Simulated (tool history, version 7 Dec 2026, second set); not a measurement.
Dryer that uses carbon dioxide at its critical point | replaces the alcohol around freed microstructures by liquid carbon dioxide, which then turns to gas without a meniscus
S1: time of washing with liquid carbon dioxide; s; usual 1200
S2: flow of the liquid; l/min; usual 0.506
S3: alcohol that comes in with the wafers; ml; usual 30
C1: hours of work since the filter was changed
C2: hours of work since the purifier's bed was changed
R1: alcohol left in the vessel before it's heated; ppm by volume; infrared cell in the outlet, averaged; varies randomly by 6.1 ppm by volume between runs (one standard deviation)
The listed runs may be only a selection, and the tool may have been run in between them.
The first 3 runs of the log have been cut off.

run     day    S1     S2  S3   C1   C2    R1
  4   4.833  1200  0.506  40  218  589   438
  5   6.504  1200  0.506  40  233  604   452
  6   8.100  1200  0.353  30  247  618  1079
  7   8.900  1200  0.353  30  255  625  1044
  8  10.179  1200  0.353  30  266  637  1052
  9  11.529  1200  0.353  30  278  649  1027
 10  13.233   960  0.506  30  294  665   696
 11  14.688   960  0.506  30  307  678   711
 12  16.325  1740  0.506  30  322  693   157
 13  17.542  1200  0.696  30  333  704   155
 14  19.246  1200  0.696  94  348  719   290
 15  20.996  1200  0.696  93  364  735   289
 16  21.938  1200  0.506  30  372  743   397
 17  23.133  1200  0.506  30  383  754   401
 18  24.454  1200  0.506  30  395  766   404
 19  25.967  1200  0.506  30  409  780   409
     26.412  -- inlet filter changed
 20  27.550  1200  0.506  30   10  794   368
 21  28.975   780  0.506  30   23  806  1124
 22  30.721   780  0.506  30   39  822  1125
 23  32.146   720  0.506  30   52  835  1382
 24  33.058  1200  0.400  30   60  843   712
 25  34.604  1020  0.817  30   74  857   184
 26  35.767  1020  0.817  30   85  868   184
 27  37.633  1020  0.817  30  101  885   189

Run 28 comes next. What will it give?
 28  38.938  1020  0.433  26  113  896   ?

Logged for run 28: R1 784 ppm by volume.
On a tool with no hidden condition, and with the same random variation, this run would have come out at R1 618 ppm by volume.

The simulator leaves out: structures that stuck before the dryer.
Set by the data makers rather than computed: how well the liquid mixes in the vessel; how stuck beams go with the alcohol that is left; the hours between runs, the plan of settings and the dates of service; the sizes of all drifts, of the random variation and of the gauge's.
